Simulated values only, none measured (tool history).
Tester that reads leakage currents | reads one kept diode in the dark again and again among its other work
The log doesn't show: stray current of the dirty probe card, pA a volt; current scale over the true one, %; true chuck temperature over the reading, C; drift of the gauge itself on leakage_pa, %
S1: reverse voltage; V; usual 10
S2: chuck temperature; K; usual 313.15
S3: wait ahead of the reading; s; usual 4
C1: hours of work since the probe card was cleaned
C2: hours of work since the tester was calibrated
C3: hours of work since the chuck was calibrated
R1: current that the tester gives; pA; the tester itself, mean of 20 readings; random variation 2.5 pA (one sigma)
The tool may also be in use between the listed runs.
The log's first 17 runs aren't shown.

| run | day | S1 | S2 | S3 | C1 | C2 | C3 | R1 |
|---|---|---|---|---|---|---|---|---|
| 18 | 31.167 | 12.1 | 313.15 | 4 | 447 | 1046 | 408 | 909.16 |
| 19 | 32.979 | 10 | 330.15 | 4 | 470 | 1070 | 432 | 2976.86 |
| 20 | 34.642 | 10 | 309.15 | 4 | 492 | 1092 | 454 | 600.92 |
| 21 | 37.154 | 10 | 309.15 | 4 | 525 | 1125 | 487 | 599.49 |
| 22 | 38.275 | 4.3 | 319.15 | 4 | 540 | 1139 | 501 | 899.14 |
| 23 | 40.442 | 10.5 | 316.15 | 1.14 | 568 | 1168 | 530 | 1076.34 |
|  | 41.062 | chuck's temperature calibrated |
| 24 | 41.633 | 10.5 | 311.15 | 4.49 | 583 | 1182 | 8 | 726.65 |
| 25 | 44.246 | 1.1 | 328.15 | 1.07 | 617 | 1217 | 42 | 941.64 |
| 26 | 45.95 | 7.8 | 301.15 | 0.78 | 639 | 1239 | 64 | 279.04 |
| 27 | 47.496 | 17.9 | 301.15 | 1.25 | 659 | 1259 | 84 | 409.94 |
| 28 | 48.746 | 6.1 | 301.15 | 9.84 | 676 | 1276 | 101 | 245.91 |
| 29 | 51.067 | 10 | 297.15 | 2.81 | 706 | 1306 | 131 | 220.88 |
| 30 | 53.438 | 8.4 | 300.15 | 4 | 737 | 1337 | 162 | 263.18 |
| 31 | 55.325 | 2.1 | 312.15 | 0.34 | 762 | 1362 | 187 | 377.12 |
| 32 | 56.7 | 2.1 | 312.15 | 0.34 | 780 | 1380 | 205 | 376.58 |
| 33 | 58.229 | 2.1 | 312.15 | 0.34 | 800 | 1400 | 225 | 376.32 |
| 34 | 59.579 | 3 | 294.15 | 2.79 | 818 | 1417 | 243 | 96.22 |
| 35 | 61.408 | 3 | 294.15 | 2.79 | 842 | 1441 | 267 | 96.69 |
| 36 | 63.212 | 3 | 294.15 | 2.79 | 865 | 1465 | 290 | 96.58 |
| 37 | 65.204 | 3 | 294.15 | 2.79 | 891 | 1491 | 316 | 96.47 |
| 38 | 67.221 | 15 | 305.15 | 1.69 | 918 | 1518 | 343 | 525.67 |
| 39 | 69.517 | 15 | 305.15 | 1.69 | 948 | 1548 | 373 | 526.59 |

Forecast each of these 3 alternatives for the next run:
| A | 70.696 | 10 | 307.15 | 4 | 963 | 1563 | 388 | ? |
| B | 70.696 | 2 | 305.15 | 2.99 | 963 | 1563 | 388 | ? |
| C | 70.696 | 1.9 | 305.15 | 1.69 | 963 | 1563 | 388 | ? |

| run | R1 |
|---|---|
| A | 513.83 |
| B | 206.52 |
| C | 202.56 |
Without the tool's hidden state the same runs would have given:
| run | R1 |
|---|---|
| A | 514.09 |
| B | 206.65 |
| C | 202.7 |

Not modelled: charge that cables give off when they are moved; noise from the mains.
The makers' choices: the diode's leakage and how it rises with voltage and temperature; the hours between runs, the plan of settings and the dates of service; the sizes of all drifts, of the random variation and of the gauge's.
